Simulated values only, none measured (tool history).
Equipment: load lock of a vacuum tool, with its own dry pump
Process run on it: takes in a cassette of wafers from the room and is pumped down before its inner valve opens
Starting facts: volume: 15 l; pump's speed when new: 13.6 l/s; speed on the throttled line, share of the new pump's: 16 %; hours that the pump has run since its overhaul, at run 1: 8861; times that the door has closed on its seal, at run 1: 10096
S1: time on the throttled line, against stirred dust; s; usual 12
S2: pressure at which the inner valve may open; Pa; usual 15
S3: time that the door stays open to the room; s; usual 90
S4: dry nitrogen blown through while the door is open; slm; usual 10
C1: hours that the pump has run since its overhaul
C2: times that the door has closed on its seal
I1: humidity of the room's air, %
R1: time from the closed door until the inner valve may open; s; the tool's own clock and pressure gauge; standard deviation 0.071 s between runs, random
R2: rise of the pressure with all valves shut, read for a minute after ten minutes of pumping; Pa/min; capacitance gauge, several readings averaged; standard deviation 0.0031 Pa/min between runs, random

run	hour	S1	S2	S3	S4	C1	C2	I1	R1	R2
1	0.0	12	15	90	10	8861	10096	47.6	19.87	0.065
2	193.1	12	15	90	10	9055	10878	40.9	19.85	0.058
3	356.6	12	15	90	10	9218	11540	42.8	19.88	0.060
4	518.9	12	15	90	13	9380	12197	44.8	19.86	0.055
5	718.1	20	15	90	13	9580	13003	45.1	26.66	0.056
6	857.2	20	15	90	13	9719	13566	47.4	26.64	0.059
7	996.9	20	15	90	13	9858	14132	46.2	26.60	0.054
8	1145.0	12	15	90	24	10006	14731	42.0	19.84	0.037
# hour 1307.6: dry pump taken out, an overhauled one fitted
9	1307.6	12	15	90	24	0	15365	47.8	19.87	0.041
10	1520.0	12	15	90	24	212	16225	47.3	19.90	0.038
11	1715.2	12	15	90	24	408	17016	44.9	19.79	0.038
12	1837.7	12	15	90	24	530	17512	46.5	19.89	0.044
13	2011.8	12	15	90	24	704	18216	47.3	20.00	0.035
14	2155.5	12	15	90	10	848	18798	45.1	19.94	0.065
15	2270.3	12	15	90	10	963	19263	43.5	19.95	0.067
16	2367.3	12	15	90	10	1060	19655	42.7	19.87	0.058
17	2569.3	12	21	90	10	1262	20473	45.0	19.47	0.069
18	2666.7	12	15	158	10	1359	20868	42.2	19.89	0.079
19	2846.5	14	15	90	10	1539	21595	41.5	21.59	0.065
20	3019.3	14	24	90	13	1712	22295	42.9	21.04	0.051
21	3245.6	14	24	90	13	1938	23211	45.2	21.04	0.055
22	3388.3	23	20	81	18	2081	23789	45.2	28.82	0.049
23	3620.9	12	10	90	10	2313	24730	46.4	20.37	0.064
24	3797.2	19	21	90	10	2490	25444	43.8	25.50	0.065
# hour 3880.5: door's seal changed, seat wiped
25	3987.7	19	21	90	10	2679	434	43.5	25.60	0.061
26	4197.2	19	21	90	10	2888	1282	44.5	25.43	0.059
27	4364.4	19	16	90	24	3055	1959	40.4	25.72	0.039
28	4486.4	19	16	90	24	3177	2453	46.8	25.88	0.039
29	4665.7	9	29	90	19	3357	3179	44.3	16.59	0.040
30	4854.3	9	29	90	19	3545	3942	46.9	16.65	0.047
31	4974.8	12	15	140	20	3666	4430	44.2	19.79	0.049
32	5150.8	12	15	90	43	3842	5143	47.8	19.95	0.027
33	5380.0	12	15	90	43	4071	6071	48.4	19.75	0.022
34	5586.6	12	15	90	43	4278	6907	47.9	19.94	0.028
35	5707.5	11	15	165	10	4398	7396	43.9	19.00	0.083
36	5801.8	13	23	217	16	4493	7778	47.2	20.19	0.077
37	5897.2	12	11	90	10	4588	8164	46.3	20.29	0.065
38	6099.5	12	15	90	6	4790	8983	44.0	20.10	0.081

Forecast each of these 3 alternatives for the next run:
A	6241.3	8	15	90	10	4932	9557	44.5	?	?
B	6241.3	7	15	90	6	4932	9557	41.6	?	?
C	6241.3	9	15	210	15	4932	9557	43.4	?	?

run	R1	R2
A	16.41	0.065
B	15.81	0.078
C	17.43	0.073
What these runs would have given with no unlogged condition in the tool:
run	R1	R2
A	16.41	0.065
B	15.81	0.078
C	17.43	0.073

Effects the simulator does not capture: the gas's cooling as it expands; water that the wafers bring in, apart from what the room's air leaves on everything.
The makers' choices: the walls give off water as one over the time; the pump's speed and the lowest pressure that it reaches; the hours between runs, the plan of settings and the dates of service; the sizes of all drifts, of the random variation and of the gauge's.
